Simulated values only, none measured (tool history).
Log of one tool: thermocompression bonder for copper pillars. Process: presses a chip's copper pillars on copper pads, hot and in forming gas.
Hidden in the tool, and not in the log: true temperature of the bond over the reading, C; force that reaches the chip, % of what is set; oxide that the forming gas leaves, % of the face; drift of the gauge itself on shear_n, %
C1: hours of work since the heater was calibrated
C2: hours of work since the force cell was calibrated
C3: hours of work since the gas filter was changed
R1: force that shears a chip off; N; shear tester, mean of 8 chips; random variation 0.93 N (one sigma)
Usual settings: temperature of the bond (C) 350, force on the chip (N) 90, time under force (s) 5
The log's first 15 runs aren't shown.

Run 16, day 33.004: usual settings but time under force (s) 7; C1 1160; C2 45; C3 126. Result: R1 101.9 N.
Run 17, day 34.975: usual settings but time under force (s) 7; C1 1180; C2 65; C3 145. Result: R1 99.6 N.
Run 18, day 36.975: usual settings but time under force (s) 7; C1 1200; C2 85; C3 166. Result: R1 101.7 N.
Run 19, day 39.946: usual settings but time under force (s) 3; C1 1230; C2 115; C3 196. Result: R1 79.5 N.
At day 42.600: force cell calibrated, once more.
Run 20, day 42.938: usual settings but force on the chip (N) 134, time under force (s) 3; C1 1260; C2 3; C3 225. Result: R1 94.5 N.
Run 21, day 44.825: usual settings but force on the chip (N) 134, time under force (s) 3; C1 1279; C2 22; C3 244. Result: R1 94.3 N.
At day 45.221: heater calibrated with a thermocouple chip.
Run 22, day 48.279: usual settings but temperature of the bond (C) 331, force on the chip (N) 85, time under force (s) 10; C1 31; C2 57; C3 278. Result: R1 92.3 N.
Run 23, day 50.512: usual settings but temperature of the bond (C) 323, force on the chip (N) 80; C1 53; C2 79; C3 301. Result: R1 68.5 N.
Run 24, day 53.792: usual settings but temperature of the bond (C) 323, force on the chip (N) 63; C1 87; C2 112; C3 334. Result: R1 58.8 N.
Run 25, day 56.292: usual settings but temperature of the bond (C) 371; C1 112; C2 138; C3 359. Result: R1 94.1 N.
At day 57.912: forming gas filter changed.
Run 26, day 58.254: usual settings but temperature of the bond (C) 353, force on the chip (N) 97, time under force (s) 10; C1 132; C2 157; C3 3. Result: R1 113.5 N.
Run 27, day 61.388: usual settings but temperature of the bond (C) 376, force on the chip (N) 127; C1 163; C2 189; C3 35. Result: R1 117.1 N.
Run 28, day 62.988: usual settings but temperature of the bond (C) 369, force on the chip (N) 89; C1 179; C2 205; C3 51. Result: R1 99.4 N.
Run 29, day 65.754: usual settings but temperature of the bond (C) 374, force on the chip (N) 132, time under force (s) 11; C1 207; C2 233; C3 79. Result: R1 128.9 N.
Run 30, day 67.233: usual settings but temperature of the bond (C) 322, time under force (s) 4; C1 222; C2 248; C3 94. Result: R1 71.3 N.
Run 31, day 70.533: usual settings but temperature of the bond (C) 367, force on the chip (N) 76; C1 256; C2 281; C3 128. Result: R1 92.1 N.
Run 32, day 73.888: usual settings but temperature of the bond (C) 344, force on the chip (N) 103, time under force (s) 13; C1 289; C2 315; C3 161. Result: R1 115.4 N.
Run 33, day 76.375: usual settings but temperature of the bond (C) 344, force on the chip (N) 103, time under force (s) 13; C1 315; C2 340; C3 187. Result: R1 113.3 N.
Run 34, day 79.146: usual settings but temperature of the bond (C) 343, force on the chip (N) 77, time under force (s) 9; C1 343; C2 368; C3 215. Result: R1 94.1 N.
Run 35, day 82.000: usual settings but temperature of the bond (C) 343, force on the chip (N) 70, time under force (s) 3; C1 371; C2 397; C3 243. Result: R1 63.4 N.
Run 36, day 84.758: usual settings but temperature of the bond (C) 343, force on the chip (N) 70, time under force (s) 3; C1 399; C2 425; C3 271. Result: R1 61.9 N.
Run 37, day 87.662: usual settings but temperature of the bond (C) 363, force on the chip (N) 130, time under force (s) 3; C1 429; C2 454; C3 301. Result: R1 94.8 N.
Run 38, day 89.558: usual settings but temperature of the bond (C) 352, force on the chip (N) 116; C1 448; C2 473; C3 320. Result: R1 97.2 N.
Run 39, day 92.888: usual settings but force on the chip (N) 130; C1 481; C2 507; C3 353. Result: R1 100.5 N.

4 ways to go on from here, each from the tool as it stands after run 39. What would each give?
At day 95.188: forming gas filter changed.
Run A, day 95.900: usual settings but temperature of the bond (C) 358, force on the chip (N) 79, time under force (s) 8; C1 512; C2 537; C3 7. Result: R1 ?.
At day 95.188: forming gas filter changed.
Run B, day 95.900: usual settings but temperature of the bond (C) 335, force on the chip (N) 64, time under force (s) 14; C1 512; C2 537; C3 7. Result: R1 ?.
At day 95.188: forming gas filter changed.
Run C, day 95.900: usual settings but temperature of the bond (C) 351, force on the chip (N) 89, time under force (s) 6; C1 512; C2 537; C3 7. Result: R1 ?.
At day 95.188: forming gas filter changed.
Run D, day 95.900: usual settings but temperature of the bond (C) 361, force on the chip (N) 105; C1 512; C2 537; C3 7. Result: R1 ?.

run     R1
  A  103.4
  B   97.9
  C   98.4
  D  103.7
Without the tool's hidden state the same runs would have given:
run     R1
  A  104.0
  B   98.3
  C   98.9
  D  104.3
